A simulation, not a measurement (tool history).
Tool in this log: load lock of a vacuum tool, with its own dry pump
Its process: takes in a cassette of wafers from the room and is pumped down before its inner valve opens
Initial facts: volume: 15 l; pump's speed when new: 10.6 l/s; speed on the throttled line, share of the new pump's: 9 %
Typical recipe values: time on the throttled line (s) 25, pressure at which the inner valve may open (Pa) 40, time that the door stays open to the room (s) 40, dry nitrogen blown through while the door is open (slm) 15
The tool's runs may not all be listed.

run,hour,time on the throttled line (s),pressure at which the inner valve may open (Pa),time that the door stays open to the room (s),dry nitrogen blown through while the door is open (slm),"incoming humidity of the room's air, %",time from the closed door until the inner valve may open (s),rise of the pressure with all valves shut (Pa/min)
1,0,25,40,40,15,44,33.9,0.1
2,77.7,25,40,40,15,46.6,34,0.102
3,143.8,25,40,40,15,44.8,34.1,0.101
4,272.6,25,61,40,15,41.8,33.9,0.107
5,384.7,25,61,40,15,44.4,33.3,0.118
6,489.2,25,61,40,15,45.2,33.6,0.123
7,616.7,25,61,40,15,47.4,34.1,0.126
8,741.7,25,40,40,36,46.4,33.8,0.117
9,849.4,25,57,40,15,44,34,0.134
10,980.1,25,57,40,15,43.1,34,0.14
11,1101.1,25,57,40,15,42.1,33.8,0.139
12,1173.5,25,40,203,15,43.2,34.5,0.186
13,1273.8,25,40,203,15,44.8,34.3,0.183
14,1377.7,36,40,33,15,44.4,44.3,0.161
15,1469.9,36,40,28,8,44.3,44,0.173
16,1577.2,15,40,32,5,44,25.2,0.187
17,1709.8,22,53,200,13,39.5,31.3,0.216
18,1845.6,29,51,200,13,45.8,37.3,0.225
19,1978.8,13,76,40,15,46.2,22,0.195
20,2051.3,13,76,40,15,47.8,22.9,0.196
21,2187.6,25,32,40,16,46.5,34.5,0.212
22,2255.5,25,32,40,16,40.4,35,0.207
23,2382.4,25,42,47,15,43.4,34.1,0.214
24,2497.7,25,42,47,15,44.4,34.8,0.229
25,2568.4,25,42,34,15,39.9,34.3,0.231

Predict each of these 3 candidate next runs independently; none follows another, all start after run 25:
A,2667.6,25,42,110,7,47.1,?,?
B,2667.6,21,78,40,7,44.5,?,?
C,2667.6,39,40,40,15,46.3,?,?

run,time from the closed door until the inner valve may open (s),rise of the pressure with all valves shut (Pa/min)
A,33.5,0.279
B,29.6,0.247
C,47,0.235
What these runs would have given with no unlogged condition in the tool:
run,time from the closed door until the inner valve may open (s),rise of the pressure with all valves shut (Pa/min)
A,33,0.069
B,29.1,0.038
C,46.6,0.027

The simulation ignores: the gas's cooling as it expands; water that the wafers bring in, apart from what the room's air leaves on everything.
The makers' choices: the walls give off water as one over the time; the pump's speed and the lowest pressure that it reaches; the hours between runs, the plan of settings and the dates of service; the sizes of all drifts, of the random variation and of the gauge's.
